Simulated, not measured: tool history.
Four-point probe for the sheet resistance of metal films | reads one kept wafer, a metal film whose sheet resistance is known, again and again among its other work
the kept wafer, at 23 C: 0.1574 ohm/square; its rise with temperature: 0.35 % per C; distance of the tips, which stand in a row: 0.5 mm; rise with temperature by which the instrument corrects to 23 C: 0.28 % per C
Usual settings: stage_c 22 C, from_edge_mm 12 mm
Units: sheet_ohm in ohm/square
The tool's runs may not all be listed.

run	hour	stage_c	from_edge_mm	sheet_ohm
1	0	22	12	0.15736
2	14.2	22	12	0.157394
3	24.7	22	12	0.157357
4	38.6	22	66	0.157254
5	48.8	22	66	0.157201
6	68.4	22	66	0.157278
7	83.3	22	22	0.157302
8	103.8	22	12	0.157331
9	124	22	12	0.157311
10	138.8	22	12	0.157299
# hour 140.9: stage's thermometer calibrated
11	155	22	12	0.157216
12	168.4	34	5	0.159202
13	177.4	34	5	0.159269
14	187.7	34	31	0.158419
15	199.4	34	31	0.158382
16	214.8	22	22	0.157087
17	224.8	34	13	0.158492
18	242.1	18	13	0.156817
# hour 246.2: stage's thermometer calibrated, once more
19	260.2	18	13	0.157035
20	270.6	19	4	0.158329
21	291.7	24	4	0.158899

3 ways to go on from here, each from the tool as it stands after run 21. What would each give?
A	305	19	27	?
B	305	19	12	?
C	305	22	4	?

run	sheet_ohm
A	0.157017
B	0.157128
C	0.158609
Without the tool's hidden state the same runs would have given:
run	sheet_ohm
A	0.156969
B	0.15708
C	0.15856

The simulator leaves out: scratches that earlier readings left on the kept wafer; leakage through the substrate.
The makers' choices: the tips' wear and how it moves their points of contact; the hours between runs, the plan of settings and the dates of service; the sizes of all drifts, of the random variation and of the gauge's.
